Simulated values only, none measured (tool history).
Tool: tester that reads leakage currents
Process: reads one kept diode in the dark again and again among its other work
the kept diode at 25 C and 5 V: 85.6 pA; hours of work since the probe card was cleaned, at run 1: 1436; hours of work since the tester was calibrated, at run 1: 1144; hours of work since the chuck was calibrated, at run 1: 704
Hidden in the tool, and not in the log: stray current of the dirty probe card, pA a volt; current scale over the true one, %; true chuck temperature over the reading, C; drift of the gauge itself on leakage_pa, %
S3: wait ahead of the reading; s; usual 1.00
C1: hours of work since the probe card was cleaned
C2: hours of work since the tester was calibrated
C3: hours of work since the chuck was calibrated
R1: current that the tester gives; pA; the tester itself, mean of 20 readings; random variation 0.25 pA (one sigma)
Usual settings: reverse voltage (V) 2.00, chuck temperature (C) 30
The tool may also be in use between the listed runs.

{"run": 1, "hour": 0.0, "reverse voltage (V)": 2.0, "chuck temperature (C)": 30, "S3": 1.0, "C1": 1436, "C2": 1144, "C3": 704, "R1": 79.52}
{"run": 2, "hour": 44.5, "reverse voltage (V)": 2.0, "chuck temperature (C)": 30, "S3": 1.0, "C1": 1459, "C2": 1167, "C3": 727, "R1": 79.73}
{"run": 3, "hour": 78.8, "reverse voltage (V)": 2.0, "chuck temperature (C)": 30, "S3": 1.0, "C1": 1477, "C2": 1185, "C3": 745, "R1": 79.92}
{"run": 4, "hour": 137.3, "reverse voltage (V)": 2.0, "chuck temperature (C)": 30, "S3": 0.42, "C1": 1507, "C2": 1215, "C3": 775, "R1": 80.01}
{"run": 5, "hour": 194.2, "reverse voltage (V)": 2.0, "chuck temperature (C)": 25, "S3": 1.0, "C1": 1536, "C2": 1244, "C3": 804, "R1": 52.28}
{"run": 6, "hour": 256.5, "reverse voltage (V)": 2.0, "chuck temperature (C)": 25, "S3": 1.0, "C1": 1568, "C2": 1276, "C3": 836, "R1": 51.88}
{"run": 7, "hour": 298.1, "reverse voltage (V)": 2.0, "chuck temperature (C)": 25, "S3": 1.0, "C1": 1590, "C2": 1298, "C3": 857, "R1": 52.01}
{"run": 8, "hour": 355.7, "reverse voltage (V)": 2.0, "chuck temperature (C)": 25, "S3": 1.0, "C1": 1619, "C2": 1327, "C3": 887, "R1": 52.03}

The next listed run, before its measurement:
{"run": 9, "hour": 402.5, "reverse voltage (V)": 9.49, "chuck temperature (C)": 25, "S3": 2.03, "C1": 1643, "C2": 1351, "C3": 911, "R1": "?"}

Run 9 gave R1 129.19 pA.
Without the tool's hidden state the same run would have given R1 123.76 pA.

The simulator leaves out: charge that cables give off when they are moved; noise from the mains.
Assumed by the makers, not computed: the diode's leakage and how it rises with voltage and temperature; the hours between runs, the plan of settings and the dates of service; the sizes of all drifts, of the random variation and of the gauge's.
